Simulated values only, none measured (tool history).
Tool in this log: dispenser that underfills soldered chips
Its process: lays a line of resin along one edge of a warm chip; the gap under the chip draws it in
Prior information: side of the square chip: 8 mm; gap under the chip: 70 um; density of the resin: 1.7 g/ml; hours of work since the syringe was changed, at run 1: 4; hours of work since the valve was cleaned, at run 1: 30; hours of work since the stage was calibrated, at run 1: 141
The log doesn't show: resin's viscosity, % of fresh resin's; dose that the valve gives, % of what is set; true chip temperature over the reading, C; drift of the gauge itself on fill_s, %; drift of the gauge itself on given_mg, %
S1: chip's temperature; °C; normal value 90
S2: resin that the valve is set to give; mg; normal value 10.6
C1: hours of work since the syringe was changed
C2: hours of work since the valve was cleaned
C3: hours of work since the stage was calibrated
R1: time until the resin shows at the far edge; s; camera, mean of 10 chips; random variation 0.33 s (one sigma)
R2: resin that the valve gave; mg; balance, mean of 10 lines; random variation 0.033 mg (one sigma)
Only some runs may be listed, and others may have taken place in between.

run	hour	S1	S2	C1	C2	C3	R1	R2
1	0	90	10.6	4	30	141	16.1	10.43
# hour 1.8: new syringe of resin
2	2.5	90	13.8	1	32	143	12.1	13.47
3	6.5	90	10.6	4	35	146	16.5	10.31
# hour 9: new syringe of resin
4	11	90	10.6	2	38	149	14.1	10.33
5	15.1	90	10.6	5	41	152	17.4	10.26
# hour 16.1: new syringe of resin
6	18.2	90	12.6	2	43	154	14.1	12.2
# hour 22.6: dispensing valve cleaned and set on the balance
7	23.3	82	10.6	5	0	158	24.7	10.58
# hour 24.2: new syringe of resin
8	26.4	96	9.9	2	3	160	10.9	9.88
9	29.3	81	11.4	4	5	162	22.3	11.38
# hour 31.2: new syringe of resin
10	32.7	105	9.7	1	7	164	7.6	9.71
11	34.9	98	10.6	3	9	166	11.8	10.55
# hour 38.3: new syringe of resin
12	38.3	88	13.1	0	11	168	12.5	13.02
13	42.6	88	13.1	3	14	171	16.6	12.96
# hour 45.5: new syringe of resin
14	46.4	100	13.1	1	17	174	8.7	12.98

Branching from run 14: 5 alternative next runs. What would each branch give?
A	48.8	100	10.2	2	19	176	?	?
B	48.8	96	13.1	2	19	176	?	?
C	48.8	97	12.9	2	19	176	?	?
D	48.8	86	13.1	2	19	176	?	?
E	48.8	81	9.3	2	19	176	?	?

run	R1	R2
A	11.2	10.02
B	12.1	12.97
C	10.9	12.73
D	17.3	12.92
E	21.7	9.15
Take away the tool's hidden state, keep each run's random variation, and the runs would have read:
run	R1	R2
A	9.6	10.15
B	10.3	13.13
C	9.2	12.9
D	14.8	13.09
E	18.4	9.27
